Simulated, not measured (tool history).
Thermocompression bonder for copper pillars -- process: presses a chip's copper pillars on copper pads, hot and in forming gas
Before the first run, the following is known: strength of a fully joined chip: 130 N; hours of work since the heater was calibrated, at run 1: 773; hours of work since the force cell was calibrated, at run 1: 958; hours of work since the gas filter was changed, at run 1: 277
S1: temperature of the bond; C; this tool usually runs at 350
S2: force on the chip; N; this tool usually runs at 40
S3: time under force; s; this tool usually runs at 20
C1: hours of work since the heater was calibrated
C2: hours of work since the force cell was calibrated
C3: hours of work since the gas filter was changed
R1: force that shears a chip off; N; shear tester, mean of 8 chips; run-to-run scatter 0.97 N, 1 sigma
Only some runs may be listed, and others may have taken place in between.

run     day   S1  S2  S3   C1    C2   C3     R1
  1       0  350  40  20  773   958  277   65.5
  2   0.925  350  40  20  785   969  288     66
  3   1.954  350  40  20  797   982  301   67.5
  4   3.325  350  40  20  815   999  318   65.1
  5   4.221  350  40  20  826  1010  330   63.7
  6   5.675  350  40  20  844  1029  348   63.9
      5.992  -- forming gas filter changed
  7   7.096  350  40  20  861  1046   14   70.6
  8   7.933  350  40  20  872  1057   24   71.7
  9   9.675  350  40  20  894  1078   46   70.4
 10  10.604  350  40  20  905  1090   58   71.3
 11  12.017  350  31  19  923  1108   75   54.5
 12  13.096  346  24  19  936  1121   89   43.4
 13  14.388  353  56  26  953  1137  105   95.5
 14   15.25  367  59  24  963  1148  116  105.4
     16.688  -- heater calibrated with a thermocouple chip
 15  17.221  366  40  20    7  1172  139   85.7
 16  18.462  366  40  20   22  1187  155   85.8
 17  19.871  366  57  30   40  1205  172  107.6
 18  21.433  380  40  10   59  1224  192   79.5
 19  22.225  380  40  23   69  1234  202   95.8
 20  23.483  380  40  23   85  1250  218   93.9

Entry by entry between the runs, the difference in hidden state between the last listed run before and the first listed run after:
After run 6, before run 7: forming gas filter changed (day 5.992)
  true temperature of the bond over the reading, C: -11.4 -> -11.6; force that reaches the chip, % of what is set: 94.5 -> 94.4; oxide that the forming gas leaves, % of the face: 12.16 -> 0.97
  difference, measured minus the result without the unlogged condition, R1: -20.3 -> -12.3 N
After run 14, before run 15: heater calibrated with a thermocouple chip (day 16.688)
  true temperature of the bond over the reading, C: -13 -> -0.1; force that reaches the chip, % of what is set: 93.8 -> 93.7; oxide that the forming gas leaves, % of the face: 4.23 -> 5.01
  difference, measured minus the result without the unlogged condition, R1: -13.6 -> -7.6 N
